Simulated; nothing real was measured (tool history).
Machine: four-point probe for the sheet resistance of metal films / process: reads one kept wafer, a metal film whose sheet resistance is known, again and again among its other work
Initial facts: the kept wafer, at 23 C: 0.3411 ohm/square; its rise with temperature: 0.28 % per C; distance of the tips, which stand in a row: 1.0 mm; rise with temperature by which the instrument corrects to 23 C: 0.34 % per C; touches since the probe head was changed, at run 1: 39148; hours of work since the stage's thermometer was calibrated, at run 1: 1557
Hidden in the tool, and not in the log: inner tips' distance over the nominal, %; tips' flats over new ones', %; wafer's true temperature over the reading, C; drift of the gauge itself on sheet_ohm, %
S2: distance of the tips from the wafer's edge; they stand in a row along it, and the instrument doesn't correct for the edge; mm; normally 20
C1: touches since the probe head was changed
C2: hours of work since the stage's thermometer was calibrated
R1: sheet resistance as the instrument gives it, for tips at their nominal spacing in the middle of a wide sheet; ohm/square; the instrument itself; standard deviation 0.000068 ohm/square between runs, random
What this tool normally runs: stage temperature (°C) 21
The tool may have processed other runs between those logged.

Run 1, hour 0.0: usual settings; C1 39148; C2 1557. Result: R1 0.341940 ohm/square.
Run 2, hour 40.6: usual settings; C1 40526; C2 1583. Result: R1 0.341956 ohm/square.
Run 3, hour 82.0: usual settings; C1 41926; C2 1609. Result: R1 0.342074 ohm/square.
Run 4, hour 104.3: usual settings; C1 42681; C2 1623. Result: R1 0.341783 ohm/square.
Run 5, hour 128.8: usual settings; C1 43512; C2 1639. Result: R1 0.342084 ohm/square.
Run 6, hour 168.4: usual settings; C1 44856; C2 1664. Result: R1 0.341884 ohm/square.
At hour 185.0: stage's thermometer calibrated.
Run 7, hour 196.1: usual settings; C1 45777; C2 7. Result: R1 0.341888 ohm/square.
Run 8, hour 241.3: usual settings; C1 47310; C2 36. Result: R1 0.341974 ohm/square.
Run 9, hour 261.2: usual settings but S2 7 mm; C1 47985; C2 49. Result: R1 0.345222 ohm/square.
Run 10, hour 302.4: usual settings but S2 7 mm; C1 49379; C2 75. Result: R1 0.345223 ohm/square.
Run 11, hour 332.7: usual settings but S2 7 mm; C1 50406; C2 94. Result: R1 0.345315 ohm/square.
Run 12, hour 375.4: usual settings but stage temperature (°C) 27; C1 51856; C2 122. Result: R1 0.340661 ohm/square.
Run 13, hour 394.6: usual settings but stage temperature (°C) 27; C1 52507; C2 134. Result: R1 0.340743 ohm/square.
Run 14, hour 413.3: usual settings but stage temperature (°C) 23; C1 53140; C2 146. Result: R1 0.341473 ohm/square.
Run 15, hour 457.8: usual settings but stage temperature (°C) 30; C1 54649; C2 174. Result: R1 0.340065 ohm/square.
Run 16, hour 490.6: usual settings but stage temperature (°C) 34; C1 55761; C2 195. Result: R1 0.339453 ohm/square.
Run 17, hour 532.3: usual settings but stage temperature (°C) 34; C1 57174; C2 222. Result: R1 0.339278 ohm/square.
Run 18, hour 551.2: usual settings but stage temperature (°C) 35; C1 57813; C2 234. Result: R1 0.339319 ohm/square.
Run 19, hour 596.3: usual settings but stage temperature (°C) 35; C1 59341; C2 263. Result: R1 0.339276 ohm/square.
Run 20, hour 618.3: usual settings but stage temperature (°C) 35; C1 60088; C2 277. Result: R1 0.339068 ohm/square.
Run 21, hour 641.2: usual settings but stage temperature (°C) 35; C1 60865; C2 291. Result: R1 0.339216 ohm/square.
Run 22, hour 666.6: usual settings but S2 4 mm; C1 61726; C2 308. Result: R1 0.352698 ohm/square.
Run 23, hour 705.5: usual settings but stage temperature (°C) 29, S2 15 mm; C1 63043; C2 332. Result: R1 0.340633 ohm/square.
Run 24, hour 739.7: usual settings but stage temperature (°C) 32, S2 21 mm; C1 64202; C2 354. Result: R1 0.339695 ohm/square.
Run 25, hour 774.5: usual settings but stage temperature (°C) 19, S2 46 mm; C1 65382; C2 376. Result: R1 0.341891 ohm/square.
Run 26, hour 808.1: usual settings but stage temperature (°C) 24, S2 19 mm; C1 66521; C2 398. Result: R1 0.341444 ohm/square.
Run 27, hour 844.7: usual settings but stage temperature (°C) 34, S2 67 mm; C1 67762; C2 421. Result: R1 0.339108 ohm/square.
Run 28, hour 877.2: usual settings but stage temperature (°C) 19, S2 11 mm; C1 68862; C2 442. Result: R1 0.343421 ohm/square.
Run 29, hour 896.5: usual settings but stage temperature (°C) 19, S2 11 mm; C1 69517; C2 454. Result: R1 0.343449 ohm/square.
Run 30, hour 915.8: usual settings but stage temperature (°C) 29, S2 34 mm; C1 70172; C2 467. Result: R1 0.339900 ohm/square.
Run 31, hour 948.8: usual settings but stage temperature (°C) 33, S2 25 mm; C1 71290; C2 488. Result: R1 0.339416 ohm/square.

Run 32 is up next; what results do you expect?
Run 32, hour 975.5: usual settings but stage temperature (°C) 33, S2 25 mm; C1 72196; C2 505. Result: R1 ?.

{"run 32": {"R1": 0.339558}}
Were there no unlogged condition in the tool, this run, its random variation unchanged, would have produced R1 0.339596 ohm/square.

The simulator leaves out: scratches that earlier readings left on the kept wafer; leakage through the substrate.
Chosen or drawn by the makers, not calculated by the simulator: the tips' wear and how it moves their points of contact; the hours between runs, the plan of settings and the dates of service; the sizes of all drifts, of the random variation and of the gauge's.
